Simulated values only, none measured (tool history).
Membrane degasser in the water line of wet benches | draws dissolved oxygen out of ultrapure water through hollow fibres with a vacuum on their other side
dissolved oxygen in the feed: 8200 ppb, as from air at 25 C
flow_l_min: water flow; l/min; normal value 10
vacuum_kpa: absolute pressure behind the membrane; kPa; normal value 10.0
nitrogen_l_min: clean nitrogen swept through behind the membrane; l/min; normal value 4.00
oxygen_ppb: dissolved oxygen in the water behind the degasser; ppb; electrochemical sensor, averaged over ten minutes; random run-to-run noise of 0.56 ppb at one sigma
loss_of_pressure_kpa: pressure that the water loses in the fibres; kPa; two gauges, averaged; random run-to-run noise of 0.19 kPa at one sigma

Run 1, hour 0.0: usual settings. Result: oxygen_ppb 50.7 ppb, loss_of_pressure_kpa 41.53 kPa.
Run 2, hour 78.9: usual settings. Result: oxygen_ppb 51.4 ppb, loss_of_pressure_kpa 41.21 kPa.
Run 3, hour 117.4: usual settings. Result: oxygen_ppb 50.6 ppb, loss_of_pressure_kpa 41.40 kPa.
Run 4, hour 168.2: usual settings but flow_l_min 7 l/min. Result: oxygen_ppb 33.5 ppb, loss_of_pressure_kpa 28.88 kPa.
Run 5, hour 204.3: usual settings. Result: oxygen_ppb 51.5 ppb, loss_of_pressure_kpa 41.68 kPa.
Run 6, hour 258.9: usual settings but flow_l_min 9 l/min. Result: oxygen_ppb 44.3 ppb, loss_of_pressure_kpa 37.14 kPa.
Run 7, hour 331.6: usual settings but flow_l_min 9 l/min, vacuum_kpa 7.7 kPa. Result: oxygen_ppb 31.4 ppb, loss_of_pressure_kpa 37.36 kPa.
Run 8, hour 420.0: usual settings but flow_l_min 9 l/min, vacuum_kpa 7.7 kPa. Result: oxygen_ppb 31.0 ppb, loss_of_pressure_kpa 37.19 kPa.
Run 9, hour 476.2: usual settings but flow_l_min 11 l/min, vacuum_kpa 6.4 kPa, nitrogen_l_min 11.80 l/min. Result: oxygen_ppb 17.7 ppb, loss_of_pressure_kpa 45.51 kPa.
Run 10, hour 529.3: usual settings but flow_l_min 11 l/min, vacuum_kpa 6.4 kPa, nitrogen_l_min 11.80 l/min. Result: oxygen_ppb 18.5 ppb, loss_of_pressure_kpa 45.62 kPa.
Run 11, hour 566.7: usual settings but flow_l_min 7 l/min, nitrogen_l_min 2.27 l/min. Result: oxygen_ppb 60.1 ppb, loss_of_pressure_kpa 29.16 kPa.
Run 12, hour 652.5: usual settings but flow_l_min 7 l/min, nitrogen_l_min 2.27 l/min. Result: oxygen_ppb 57.4 ppb, loss_of_pressure_kpa 28.70 kPa.
Run 13, hour 702.9: usual settings but flow_l_min 7 l/min, nitrogen_l_min 2.27 l/min. Result: oxygen_ppb 57.3 ppb, loss_of_pressure_kpa 29.00 kPa.
Run 14, hour 744.0: usual settings but flow_l_min 7 l/min, nitrogen_l_min 2.27 l/min. Result: oxygen_ppb 55.9 ppb, loss_of_pressure_kpa 29.04 kPa.
Run 15, hour 824.2: usual settings but flow_l_min 11 l/min, vacuum_kpa 6.8 kPa, nitrogen_l_min 8.89 l/min. Result: oxygen_ppb 21.6 ppb, loss_of_pressure_kpa 45.92 kPa.
Run 16, hour 897.6: usual settings but flow_l_min 7 l/min, vacuum_kpa 6.6 kPa, nitrogen_l_min 9.10 l/min. Result: oxygen_ppb 8.1 ppb, loss_of_pressure_kpa 29.21 kPa.

The log once held 2 entries between its listed runs, left out of this copy. Where does each go, and what is different about the tool's unlogged condition between the listed run before it and the listed run after it?
From run 9 to run 10: vacuum gauge calibrated (hour 484.6)
  membrane still open, %: 98.7 -> 98.6; true pressure behind the membrane over the reading, kPa: 0.2 -> 0.27; air that leaks in behind the membrane, l/min: 0.0192 -> 0.0194
  difference, measured minus the result without the unlogged condition, oxygen_ppb: +1.7 -> +1.8 ppb; loss_of_pressure_kpa: +0.60 -> +0.61 kPa
From run 11 to run 12: vacuum gauge calibrated, once more (hour 631.1)
  true pressure behind the membrane over the reading, kPa: 0.27 -> 0.01; air that leaks in behind the membrane, l/min: 0.0196 -> 0.0199
  difference, measured minus the result without the unlogged condition, oxygen_ppb: +6.3 -> +4.3 ppb; loss_of_pressure_kpa: +0.40 -> +0.41 kPa

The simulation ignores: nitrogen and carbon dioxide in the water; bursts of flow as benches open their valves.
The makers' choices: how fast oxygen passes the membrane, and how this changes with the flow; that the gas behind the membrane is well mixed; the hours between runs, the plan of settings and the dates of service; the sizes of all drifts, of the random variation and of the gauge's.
